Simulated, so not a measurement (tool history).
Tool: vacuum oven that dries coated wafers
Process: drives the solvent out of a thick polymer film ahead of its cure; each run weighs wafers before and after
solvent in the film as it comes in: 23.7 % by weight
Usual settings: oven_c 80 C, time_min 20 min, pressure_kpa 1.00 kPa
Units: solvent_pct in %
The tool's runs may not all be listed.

{"run": 1, "hour": 0.0, "oven_c": 80, "time_min": 20, "pressure_kpa": 1.0, "solvent_pct": 4.78}
{"run": 2, "hour": 35.0, "oven_c": 80, "time_min": 20, "pressure_kpa": 1.0, "solvent_pct": 4.87}
{"run": 3, "hour": 81.9, "oven_c": 80, "time_min": 20, "pressure_kpa": 1.0, "solvent_pct": 4.76}
{"run": 4, "hour": 117.1, "oven_c": 80, "time_min": 20, "pressure_kpa": 1.0, "solvent_pct": 4.72}
{"run": 5, "hour": 141.3, "oven_c": 80, "time_min": 20, "pressure_kpa": 1.0, "solvent_pct": 4.72}
{"run": 6, "hour": 178.9, "oven_c": 80, "time_min": 13, "pressure_kpa": 1.0, "solvent_pct": 7.57}
{"run": 7, "hour": 213.6, "oven_c": 80, "time_min": 13, "pressure_kpa": 1.0, "solvent_pct": 7.7}
{"run": 8, "hour": 235.7, "oven_c": 80, "time_min": 20, "pressure_kpa": 1.0, "solvent_pct": 4.81}
{"run": 9, "hour": 261.3, "oven_c": 80, "time_min": 20, "pressure_kpa": 1.0, "solvent_pct": 4.78}
{"run": 10, "hour": 313.2, "oven_c": 80, "time_min": 18, "pressure_kpa": 1.0, "solvent_pct": 5.41}
{"run": 11, "hour": 355.3, "oven_c": 80, "time_min": 20, "pressure_kpa": 1.0, "solvent_pct": 4.71}
{"run": 12, "hour": 401.5, "oven_c": 80, "time_min": 20, "pressure_kpa": 1.0, "solvent_pct": 4.75}
{"run": 13, "hour": 428.1, "oven_c": 86, "time_min": 16, "pressure_kpa": 0.78, "solvent_pct": 3.71}
{"run": 14, "hour": 472.7, "oven_c": 86, "time_min": 16, "pressure_kpa": 0.78, "solvent_pct": 3.78}
{"run": 15, "hour": 502.8, "oven_c": 80, "time_min": 17, "pressure_kpa": 2.59, "solvent_pct": 6.62}
{"run": 16, "hour": 544.2, "oven_c": 94, "time_min": 11, "pressure_kpa": 0.78, "solvent_pct": 3.33}
{"run": 17, "hour": 583.3, "oven_c": 81, "time_min": 15, "pressure_kpa": 2.46, "solvent_pct": 6.54}
{"run": 18, "hour": 617.3, "oven_c": 66, "time_min": 14, "pressure_kpa": 1.29, "solvent_pct": 13.05}
{"run": 19, "hour": 664.7, "oven_c": 81, "time_min": 21, "pressure_kpa": 3.36, "solvent_pct": 5.11}
{"run": 20, "hour": 700.5, "oven_c": 81, "time_min": 21, "pressure_kpa": 3.36, "solvent_pct": 4.85}
{"hour": 737.2, "done": "oven's thermocouples calibrated"}
{"run": 21, "hour": 738.7, "oven_c": 76, "time_min": 21, "pressure_kpa": 0.74, "solvent_pct": 5.75}
{"run": 22, "hour": 783.4, "oven_c": 76, "time_min": 21, "pressure_kpa": 0.74, "solvent_pct": 5.94}
{"run": 23, "hour": 818.0, "oven_c": 76, "time_min": 33, "pressure_kpa": 0.88, "solvent_pct": 3.12}

3 ways to go on from here, each from the tool as it stands after run 23. What would each give?
{"hour": 841.8, "done": "vacuum gauge cleaned of residue and calibrated"}
{"run": "A", "hour": 853.9, "oven_c": 80, "time_min": 20, "pressure_kpa": 0.98, "solvent_pct": "?"}
{"hour": 841.8, "done": "vacuum gauge cleaned of residue and calibrated"}
{"run": "B", "hour": 853.9, "oven_c": 70, "time_min": 32, "pressure_kpa": 3.94, "solvent_pct": "?"}
{"hour": 841.8, "done": "vacuum gauge cleaned of residue and calibrated"}
{"run": "C", "hour": 853.9, "oven_c": 94, "time_min": 36, "pressure_kpa": 1.0, "solvent_pct": "?"}

run=A solvent_pct=4.83
run=B solvent_pct=7.42
run=C solvent_pct=0.29
Without the tool's hidden state the same runs would have given:
run=A solvent_pct=4.81
run=B solvent_pct=7.41
run=C solvent_pct=0.29
